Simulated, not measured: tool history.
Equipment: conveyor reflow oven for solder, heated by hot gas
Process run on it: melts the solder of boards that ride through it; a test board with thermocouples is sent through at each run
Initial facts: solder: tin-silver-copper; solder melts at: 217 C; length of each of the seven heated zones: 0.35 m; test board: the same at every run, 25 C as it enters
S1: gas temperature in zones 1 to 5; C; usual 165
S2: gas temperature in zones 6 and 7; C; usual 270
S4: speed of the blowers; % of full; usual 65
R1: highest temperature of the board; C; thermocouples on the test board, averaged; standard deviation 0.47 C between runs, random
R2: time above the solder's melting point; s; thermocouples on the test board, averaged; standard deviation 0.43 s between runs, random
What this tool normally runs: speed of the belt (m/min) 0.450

{"run": 1, "hour": 0.0, "S1": 165, "S2": 270, "speed of the belt (m/min)": 0.45, "S4": 65, "R1": 254.1, "R2": 70.1}
{"run": 2, "hour": 28.6, "S1": 165, "S2": 270, "speed of the belt (m/min)": 0.45, "S4": 65, "R1": 253.3, "R2": 70.2}
{"run": 3, "hour": 61.9, "S1": 165, "S2": 270, "speed of the belt (m/min)": 0.45, "S4": 65, "R1": 253.4, "R2": 70.1}
{"run": 4, "hour": 113.6, "S1": 165, "S2": 270, "speed of the belt (m/min)": 0.45, "S4": 65, "R1": 252.7, "R2": 69.1}
{"run": 5, "hour": 145.6, "S1": 165, "S2": 270, "speed of the belt (m/min)": 0.45, "S4": 65, "R1": 252.7, "R2": 68.6}
{"run": 6, "hour": 201.5, "S1": 165, "S2": 270, "speed of the belt (m/min)": 0.45, "S4": 65, "R1": 252.2, "R2": 68.9}
{"run": 7, "hour": 252.3, "S1": 165, "S2": 270, "speed of the belt (m/min)": 0.45, "S4": 65, "R1": 252.7, "R2": 68.5}
{"run": 8, "hour": 297.8, "S1": 168, "S2": 270, "speed of the belt (m/min)": 0.45, "S4": 65, "R1": 252.4, "R2": 70.1}
{"run": 9, "hour": 332.3, "S1": 168, "S2": 270, "speed of the belt (m/min)": 0.45, "S4": 65, "R1": 252.2, "R2": 70.8}
{"run": 10, "hour": 367.9, "S1": 168, "S2": 270, "speed of the belt (m/min)": 0.45, "S4": 65, "R1": 252.4, "R2": 70.1}
{"run": 11, "hour": 401.3, "S1": 163, "S2": 278, "speed of the belt (m/min)": 0.464, "S4": 65, "R1": 256.7, "R2": 69.8}
{"run": 12, "hour": 437.9, "S1": 152, "S2": 270, "speed of the belt (m/min)": 0.495, "S4": 65, "R1": 244.2, "R2": 49.5}
{"hour": 476.6, "done": "flux residue cleaned out of gas plates and filters"}
{"run": 13, "hour": 491.9, "S1": 152, "S2": 270, "speed of the belt (m/min)": 0.495, "S4": 65, "R1": 248.1, "R2": 54.5}
{"run": 14, "hour": 542.6, "S1": 164, "S2": 262, "speed of the belt (m/min)": 0.422, "S4": 76, "R1": 250.9, "R2": 75.8}

Run 15, settings as shown, results not yet in. Your forecast:
{"run": 15, "hour": 587.1, "S1": 164, "S2": 262, "speed of the belt (m/min)": 0.422, "S4": 76, "R1": "?", "R2": "?"}

Logged for run 15: R1 250.1 C, R2 74.1 s.
On a tool with no hidden condition, and with the same random variation, this run would have come out at R1 251.3 C, R2 71.8 s.

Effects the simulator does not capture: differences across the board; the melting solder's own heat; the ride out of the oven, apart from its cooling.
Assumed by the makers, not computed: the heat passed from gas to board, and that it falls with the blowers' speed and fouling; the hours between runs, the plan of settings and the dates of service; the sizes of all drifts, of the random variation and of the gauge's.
